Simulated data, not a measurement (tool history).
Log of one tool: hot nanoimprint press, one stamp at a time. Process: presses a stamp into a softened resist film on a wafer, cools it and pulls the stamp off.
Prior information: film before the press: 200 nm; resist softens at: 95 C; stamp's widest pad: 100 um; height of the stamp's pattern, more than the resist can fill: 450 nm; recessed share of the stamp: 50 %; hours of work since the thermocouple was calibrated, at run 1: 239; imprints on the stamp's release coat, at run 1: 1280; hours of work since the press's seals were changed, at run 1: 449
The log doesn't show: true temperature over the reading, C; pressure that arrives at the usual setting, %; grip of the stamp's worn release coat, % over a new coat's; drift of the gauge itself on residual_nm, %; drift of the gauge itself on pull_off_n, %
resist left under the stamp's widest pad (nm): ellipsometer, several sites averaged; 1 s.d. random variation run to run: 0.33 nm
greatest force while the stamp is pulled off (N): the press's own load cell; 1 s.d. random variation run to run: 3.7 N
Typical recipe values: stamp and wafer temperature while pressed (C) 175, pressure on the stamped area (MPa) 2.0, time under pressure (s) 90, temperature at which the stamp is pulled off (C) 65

run     day  stamp and wafer temperature while pressed (C)  pressure on the stamped area (MPa)  time under pressure (s)  temperature at which the stamp is pulled off (C)  hours of work since the thermocouple was calibrated  imprints on the stamp's release coat  hours of work since the press's seals were changed  resist left under the stamp's widest pad (nm)  greatest force while the stamp is pulled off (N)
  1   0.000                                            175                                 2.0                       90                                                65                                                  239                                  1280                                                 449                                          116.1                                               284
  2   0.746                                            183                                 2.0                       90                                                65                                                  253                                  1325                                                 463                                           84.7                                               300
  3   2.342                                            183                                 2.0                       90                                                65                                                  282                                  1422                                                 492                                           85.2                                               294
  4   3.321                                            183                                 2.0                       90                                                65                                                  300                                  1482                                                 510                                           85.8                                               304
  5   4.350                                            183                                 2.0                       90                                                65                                                  318                                  1544                                                 529                                           85.8                                               312
  6   5.642                                            183                                 2.0                       90                                                65                                                  342                                  1623                                                 552                                           86.2                                               314
  7   6.496                                            183                                 2.0                       90                                                65                                                  357                                  1675                                                 568                                           86.1                                               320
      6.975  -- plate thermocouple calibrated
  8   8.017                                            183                                 2.0                       90                                                65                                                   19                                  1759                                                 593                                           88.9                                               338
  9   8.962                                            183                                 2.0                       90                                                65                                                   36                                  1817                                                 610                                           89.6                                               333
 10  10.004                                            183                                 2.0                       90                                                65                                                   55                                  1880                                                 629                                           89.8                                               338
     10.483  -- press's hydraulic seals changed and the load cell set to zero
     11.346  -- plate thermocouple calibrated, once more
 11  11.442                                            175                                 2.0                       82                                                65                                                    2                                  1940                                                  15                                          114.4                                               345
 12  12.662                                            175                                 2.0                       90                                                65                                                   24                                  2014                                                  37                                          111.4                                               344
 13  13.962                                            175                                 2.0                       90                                                65                                                   48                                  2093                                                  61                                          111.9                                               344
 14  14.688                                            175                                 2.0                       90                                                65                                                   61                                  2137                                                  74                                          112.6                                               375
     15.838  -- stamp cleaned and given a new release coat
 15  15.900                                            175                                 2.0                       90                                                65                                                   78                                     4                                                  92                                          112.7                                               175
 16  17.238                                            173                                 2.0                       64                                                70                                                  103                                    85                                                 116                                          134.0                                               176

Run 17, settings as shown, results not yet in. Your forecast:
 17  18.833                                            174                                 1.8                       64                                                70                                                  132                                   182                                                 145                                              ?                                                 ?

Run 17 gave resist left under the stamp's widest pad (nm) 135.0, greatest force while the stamp is pulled off (N) 186.
With the hidden condition absent and the run-to-run variation left alone, this run would have shown resist left under the stamp's widest pad (nm) 132.6, greatest force while the stamp is pulled off (N) 173.
